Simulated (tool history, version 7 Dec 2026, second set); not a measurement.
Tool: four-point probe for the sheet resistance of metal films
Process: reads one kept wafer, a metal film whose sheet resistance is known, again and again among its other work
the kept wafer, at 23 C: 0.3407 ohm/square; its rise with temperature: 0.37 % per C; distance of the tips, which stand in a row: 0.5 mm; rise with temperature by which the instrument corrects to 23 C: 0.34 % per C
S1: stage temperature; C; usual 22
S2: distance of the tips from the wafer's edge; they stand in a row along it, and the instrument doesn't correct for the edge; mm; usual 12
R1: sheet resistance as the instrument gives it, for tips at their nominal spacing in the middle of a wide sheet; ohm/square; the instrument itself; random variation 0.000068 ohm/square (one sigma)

Run 1, hour 0.0: usual settings. Result: R1 0.340980 ohm/square.
Run 2, hour 27.3: usual settings. Result: R1 0.340862 ohm/square.
Run 3, hour 43.0: usual settings. Result: R1 0.340877 ohm/square.
Run 4, hour 55.5: usual settings. Result: R1 0.340987 ohm/square.
Run 5, hour 69.7: usual settings. Result: R1 0.340916 ohm/square.
Run 6, hour 96.0: usual settings but S1 26 C. Result: R1 0.341316 ohm/square.
Run 7, hour 112.7: usual settings but S1 26 C. Result: R1 0.341286 ohm/square.
Run 8, hour 126.7: usual settings but S1 32 C. Result: R1 0.341808 ohm/square.
Run 9, hour 139.4: usual settings but S1 32 C. Result: R1 0.341854 ohm/square.
Run 10, hour 163.8: usual settings but S1 32 C. Result: R1 0.341846 ohm/square.
Run 11, hour 178.9: usual settings but S1 32 C. Result: R1 0.341876 ohm/square.
Run 12, hour 208.5: usual settings but S1 27 C. Result: R1 0.341368 ohm/square.
Run 13, hour 223.1: usual settings. Result: R1 0.340738 ohm/square.
Run 14, hour 253.6: usual settings. Result: R1 0.341001 ohm/square.
Run 15, hour 283.7: usual settings. Result: R1 0.340877 ohm/square.
Run 16, hour 299.7: usual settings. Result: R1 0.340972 ohm/square.

Run 17 comes next. What will it give?
Run 17, hour 315.8: usual settings but S1 25 C, S2 10 mm. Result: R1 ?.

Run 17 gave R1 0.341286 ohm/square.
Without the tool's hidden state the same run would have given R1 0.341328 ohm/square.
